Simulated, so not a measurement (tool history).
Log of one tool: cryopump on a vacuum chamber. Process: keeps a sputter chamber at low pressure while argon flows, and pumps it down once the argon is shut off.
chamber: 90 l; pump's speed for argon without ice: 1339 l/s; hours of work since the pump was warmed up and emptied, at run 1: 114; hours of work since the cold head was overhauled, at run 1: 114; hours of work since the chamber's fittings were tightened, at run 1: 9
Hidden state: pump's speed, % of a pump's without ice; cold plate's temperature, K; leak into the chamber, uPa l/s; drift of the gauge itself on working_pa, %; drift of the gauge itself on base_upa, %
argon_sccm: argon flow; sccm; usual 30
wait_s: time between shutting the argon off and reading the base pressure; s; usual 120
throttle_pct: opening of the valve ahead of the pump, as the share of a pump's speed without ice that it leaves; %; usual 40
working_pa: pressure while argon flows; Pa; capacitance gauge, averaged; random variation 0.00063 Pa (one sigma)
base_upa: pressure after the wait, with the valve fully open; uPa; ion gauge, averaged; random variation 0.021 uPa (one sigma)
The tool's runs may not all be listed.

run     day  argon_sccm  wait_s  throttle_pct  hours of work since the pump was warmed up and emptied  hours of work since the cold head was overhauled  hours of work since the chamber's fittings were tightened  working_pa  base_upa
  1   0.000          30     120            40                                                     114                                               114                                                          9      0.0973      0.48
  2   1.583          30      27            40                                                     135                                               135                                                         30      0.0980      1.25
  3   3.746          30      27            40                                                     164                                               164                                                         60      0.1003      1.32
  4   5.838          30      27            40                                                     193                                               193                                                         88      0.0996      1.32
  5   8.217          30     120            40                                                     225                                               225                                                        120      0.1001      0.60
  6  11.592          30      94            40                                                     271                                               271                                                        166      0.1008      0.70
  7  15.212          30      94            40                                                     320                                               320                                                        215      0.1035      0.75
  8  17.808          30      94            40                                                     355                                               355                                                        250      0.1030      0.82
  9  19.971          31     120            40                                                     385                                               385                                                        280      0.1079      0.76
 10  22.021          31     120            40                                                     412                                               412                                                        308      0.1109      0.80
 11  23.767          31     120            40                                                     436                                               436                                                        331      0.1101      0.90
 12  25.862          30     120            40                                                     465                                               465                                                        360      0.1075      0.93
 13  27.812          30     120            44                                                     491                                               491                                                        386      0.1006      0.90
     28.288  -- pump warmed up, emptied and cooled again
 14  29.783          30     120            44                                                      20                                               515                                                        410      0.0867      0.72
 15  33.333          30      86            40                                                      68                                               563                                                        458      0.0969      0.93
 16  35.733          30      86            40                                                     101                                               596                                                        491      0.0982      0.92
 17  38.017          30      86            40                                                     132                                               627                                                        522      0.0998      0.99
 18  41.179          30     110            55                                                     175                                               670                                                        565      0.0739      1.02
 19  44.450          44     115            36                                                     219                                               714                                                        609      0.1637      1.02
 20  47.212          17      25            28                                                     257                                               752                                                        647      0.0808      1.84
 21  48.758          30     172            31                                                     278                                               773                                                        668      0.1293      1.01
 22  50.712          31     120            40                                                     304                                               799                                                        694      0.1065      1.10
 23  52.958          34      52            24                                                     335                                               830                                                        725      0.1898      1.46
 24  55.112          12      27            25                                                     364                                               859                                                        754      0.0645      1.90
 25  57.921          12      27            25                                                     402                                               897                                                        792      0.0650      1.98
 26  60.846          13      27            30                                                     442                                               937                                                        832      0.0621      2.06
 27  62.712          13      27            30                                                     467                                               962                                                        857      0.0610      2.13
 28  64.342          32     156            45                                                     489                                               984                                                        879      0.1072      1.47
     65.058  -- pump warmed up, emptied and cooled again
 29  66.171          32     156            45                                                      15                                              1006                                                        901      0.0903      1.04
 30  67.638          32     156            45                                                      35                                              1026                                                        921      0.0905      1.08
 31  70.254          30      44            19                                                      71                                              1061                                                        957      0.2016      1.49
 32  72.779          33     120            20                                                     105                                              1096                                                        991      0.2093      1.22
 33  75.667          56      36            45                                                     144                                              1135                                                       1030      0.1633      1.73

Hidden state or all else? Some run-to-run changes of working_pa, split into what the settings, what came in and random variation would give without the hidden state, and what is left for the hidden state (with any gauge scatter that isn't in both results):
Run 13 -> 14: pump warmed up, emptied and cooled again. working_pa -0.0139 Pa: hidden state -0.0137, all else -0.0002.
Run 18 -> 19: argon_sccm 30 -> 44, wait_s 110 -> 115, throttle_pct 55 -> 36. working_pa +0.0898 Pa: hidden state +0.0044, all else +0.0854.
Run 23 -> 24: argon_sccm 34 -> 12, wait_s 52 -> 27, throttle_pct 24 -> 25. working_pa -0.1253 Pa: hidden state -0.0069, all else -0.1184.
Run 27 -> 28: argon_sccm 13 -> 32, wait_s 27 -> 156, throttle_pct 30 -> 45. working_pa +0.0462 Pa: hidden state +0.0106, all else +0.0356.
Run 28 -> 29: pump warmed up, emptied and cooled again. working_pa -0.0169 Pa: hidden state -0.0163, all else -0.0006.
Run 30 -> 31: argon_sccm 32 -> 30, wait_s 156 -> 44, throttle_pct 45 -> 19. working_pa +0.1111 Pa: hidden state +0.0007, all else +0.1104.
